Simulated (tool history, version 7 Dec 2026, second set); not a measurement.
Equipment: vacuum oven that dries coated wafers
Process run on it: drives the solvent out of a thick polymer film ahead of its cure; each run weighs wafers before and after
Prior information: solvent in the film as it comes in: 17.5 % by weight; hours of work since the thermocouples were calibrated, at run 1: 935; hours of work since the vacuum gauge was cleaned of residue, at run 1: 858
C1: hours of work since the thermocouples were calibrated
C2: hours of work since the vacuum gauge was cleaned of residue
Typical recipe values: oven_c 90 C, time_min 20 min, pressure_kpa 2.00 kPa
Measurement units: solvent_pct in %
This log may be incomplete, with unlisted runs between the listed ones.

{"run": 1, "day": 0.0, "oven_c": 90, "time_min": 20, "pressure_kpa": 2.0, "C1": 935, "C2": 858, "solvent_pct": 1.8}
{"run": 2, "day": 3.792, "oven_c": 90, "time_min": 12, "pressure_kpa": 2.0, "C1": 979, "C2": 902, "solvent_pct": 3.43}
{"run": 3, "day": 6.596, "oven_c": 90, "time_min": 20, "pressure_kpa": 2.0, "C1": 1011, "C2": 934, "solvent_pct": 1.84}
{"run": 4, "day": 10.192, "oven_c": 90, "time_min": 20, "pressure_kpa": 2.0, "C1": 1053, "C2": 975, "solvent_pct": 1.84}
{"run": 5, "day": 13.992, "oven_c": 90, "time_min": 20, "pressure_kpa": 2.0, "C1": 1096, "C2": 1019, "solvent_pct": 1.88}
{"run": 6, "day": 18.188, "oven_c": 90, "time_min": 20, "pressure_kpa": 2.0, "C1": 1144, "C2": 1067, "solvent_pct": 1.84}
{"run": 7, "day": 21.767, "oven_c": 76, "time_min": 20, "pressure_kpa": 2.0, "C1": 1185, "C2": 1108, "solvent_pct": 5.23}
{"day": 22.592, "done": "oven's thermocouples calibrated"}
{"run": 8, "day": 27.229, "oven_c": 76, "time_min": 20, "pressure_kpa": 2.0, "C1": 53, "C2": 1170, "solvent_pct": 4.45}
{"run": 9, "day": 32.154, "oven_c": 90, "time_min": 20, "pressure_kpa": 2.0, "C1": 110, "C2": 1227, "solvent_pct": 1.59}
{"run": 10, "day": 35.408, "oven_c": 90, "time_min": 20, "pressure_kpa": 2.0, "C1": 147, "C2": 1264, "solvent_pct": 1.59}
{"day": 38.0, "done": "vacuum gauge cleaned of residue and calibrated"}
{"run": 11, "day": 38.375, "oven_c": 90, "time_min": 20, "pressure_kpa": 2.0, "C1": 181, "C2": 4, "solvent_pct": 1.66}
{"run": 12, "day": 43.483, "oven_c": 90, "time_min": 20, "pressure_kpa": 2.0, "C1": 239, "C2": 63, "solvent_pct": 1.65}
{"run": 13, "day": 47.912, "oven_c": 90, "time_min": 20, "pressure_kpa": 2.0, "C1": 290, "C2": 114, "solvent_pct": 1.67}
{"run": 14, "day": 50.962, "oven_c": 90, "time_min": 36, "pressure_kpa": 2.0, "C1": 325, "C2": 149, "solvent_pct": 1.19}
{"day": 53.004, "done": "vacuum gauge cleaned of residue and calibrated, once more"}
{"run": 15, "day": 56.404, "oven_c": 90, "time_min": 36, "pressure_kpa": 2.0, "C1": 387, "C2": 39, "solvent_pct": 1.04}
{"run": 16, "day": 59.158, "oven_c": 90, "time_min": 36, "pressure_kpa": 2.0, "C1": 419, "C2": 71, "solvent_pct": 1.01}
{"run": 17, "day": 62.458, "oven_c": 90, "time_min": 36, "pressure_kpa": 2.0, "C1": 457, "C2": 109, "solvent_pct": 1.02}
{"run": 18, "day": 66.125, "oven_c": 90, "time_min": 36, "pressure_kpa": 2.0, "C1": 499, "C2": 151, "solvent_pct": 1.05}
{"run": 19, "day": 68.696, "oven_c": 90, "time_min": 34, "pressure_kpa": 2.0, "C1": 528, "C2": 180, "solvent_pct": 1.06}
{"run": 20, "day": 72.746, "oven_c": 90, "time_min": 20, "pressure_kpa": 3.52, "C1": 575, "C2": 227, "solvent_pct": 2.37}
{"run": 21, "day": 75.367, "oven_c": 90, "time_min": 20, "pressure_kpa": 3.52, "C1": 605, "C2": 257, "solvent_pct": 2.39}
{"run": 22, "day": 80.829, "oven_c": 90, "time_min": 20, "pressure_kpa": 3.52, "C1": 668, "C2": 320, "solvent_pct": 2.4}
{"run": 23, "day": 84.862, "oven_c": 90, "time_min": 20, "pressure_kpa": 3.52, "C1": 714, "C2": 366, "solvent_pct": 2.39}
{"run": 24, "day": 87.071, "oven_c": 105, "time_min": 20, "pressure_kpa": 2.0, "C1": 739, "C2": 391, "solvent_pct": 0.66}
{"run": 25, "day": 92.488, "oven_c": 90, "time_min": 20, "pressure_kpa": 1.05, "C1": 802, "C2": 454, "solvent_pct": 1.29}
{"run": 26, "day": 95.25, "oven_c": 90, "time_min": 20, "pressure_kpa": 1.05, "C1": 833, "C2": 485, "solvent_pct": 1.21}
{"run": 27, "day": 98.308, "oven_c": 93, "time_min": 19, "pressure_kpa": 2.0, "C1": 868, "C2": 521, "solvent_pct": 1.4}
{"run": 28, "day": 103.171, "oven_c": 90, "time_min": 12, "pressure_kpa": 7.43, "C1": 924, "C2": 576, "solvent_pct": 5.73}
{"run": 29, "day": 105.783, "oven_c": 90, "time_min": 12, "pressure_kpa": 7.43, "C1": 954, "C2": 606, "solvent_pct": 5.71}
{"run": 30, "day": 108.958, "oven_c": 90, "time_min": 12, "pressure_kpa": 4.09, "C1": 991, "C2": 643, "solvent_pct": 4.26}
{"run": 31, "day": 113.85, "oven_c": 99, "time_min": 22, "pressure_kpa": 7.29, "C1": 1047, "C2": 699, "solvent_pct": 2.78}
{"run": 32, "day": 118.562, "oven_c": 99, "time_min": 22, "pressure_kpa": 7.29, "C1": 1101, "C2": 753, "solvent_pct": 2.82}
{"run": 33, "day": 121.979, "oven_c": 91, "time_min": 27, "pressure_kpa": 1.43, "C1": 1140, "C2": 792, "solvent_pct": 1.02}
{"run": 34, "day": 125.854, "oven_c": 84, "time_min": 12, "pressure_kpa": 1.16, "C1": 1185, "C2": 837, "solvent_pct": 4.62}
{"day": 126.662, "done": "oven's thermocouples calibrated"}
{"run": 35, "day": 131.171, "oven_c": 97, "time_min": 13, "pressure_kpa": 5.93, "C1": 52, "C2": 897, "solvent_pct": 2.82}
{"run": 36, "day": 135.733, "oven_c": 97, "time_min": 24, "pressure_kpa": 4.19, "C1": 104, "C2": 950, "solvent_pct": 1.64}
{"run": 37, "day": 140.788, "oven_c": 88, "time_min": 19, "pressure_kpa": 7.38, "C1": 162, "C2": 1008, "solvent_pct": 4.56}
{"run": 38, "day": 144.629, "oven_c": 88, "time_min": 19, "pressure_kpa": 7.38, "C1": 206, "C2": 1052, "solvent_pct": 4.54}
{"run": 39, "day": 149.162, "oven_c": 88, "time_min": 19, "pressure_kpa": 7.38, "C1": 259, "C2": 1104, "solvent_pct": 4.6}
{"run": 40, "day": 152.875, "oven_c": 88, "time_min": 19, "pressure_kpa": 7.38, "C1": 301, "C2": 1146, "solvent_pct": 4.61}
{"run": 41, "day": 155.758, "oven_c": 88, "time_min": 19, "pressure_kpa": 7.38, "C1": 334, "C2": 1180, "solvent_pct": 4.72}
{"run": 42, "day": 158.467, "oven_c": 98, "time_min": 15, "pressure_kpa": 2.0, "C1": 365, "C2": 1211, "solvent_pct": 1.17}
{"run": 43, "day": 163.433, "oven_c": 103, "time_min": 25, "pressure_kpa": 7.01, "C1": 422, "C2": 1268, "solvent_pct": 2.2}
{"day": 165.821, "done": "vacuum gauge cleaned of residue and calibrated"}
{"run": 44, "day": 168.371, "oven_c": 80, "time_min": 19, "pressure_kpa": 2.0, "C1": 478, "C2": 29, "solvent_pct": 3.66}
{"run": 45, "day": 173.475, "oven_c": 94, "time_min": 22, "pressure_kpa": 2.0, "C1": 537, "C2": 88, "solvent_pct": 0.99}

A few steps of solvent_pct between consecutive runs. Split each: what settings, incoming material and random variation would produce without the hidden state, and what is left over for the hidden state, along with gauge scatter present in only one of the two compared results (measured, and without hidden state):
Unlogged tool condition in this case: true wafer temperature over the reading, C; true pressure over the reading, kPa; drift of the gauge itself on solvent_pct, %.
Run 7 -> 8: oven's thermocouples calibrated. solvent_pct -0.78 %: hidden state -0.81, all else +0.03.
Run 27 -> 28: oven_c 93 -> 90, time_min 19 -> 12, pressure_kpa 2.00 -> 7.43. solvent_pct +4.33 %: hidden state +0.38, all else +3.95.
Run 33 -> 34: oven_c 91 -> 84, time_min 27 -> 12, pressure_kpa 1.43 -> 1.16. solvent_pct +3.60 %: hidden state +0.56, all else +3.04.
Run 34 -> 35: oven_c 84 -> 97, time_min 12 -> 13, pressure_kpa 1.16 -> 5.93, oven's thermocouples calibrated. solvent_pct -1.80 %: hidden state -0.77, all else -1.03.
Run 41 -> 42: oven_c 88 -> 98, time_min 19 -> 15, pressure_kpa 7.38 -> 2.00. solvent_pct -3.55 %: hidden state -0.10, all else -3.45.
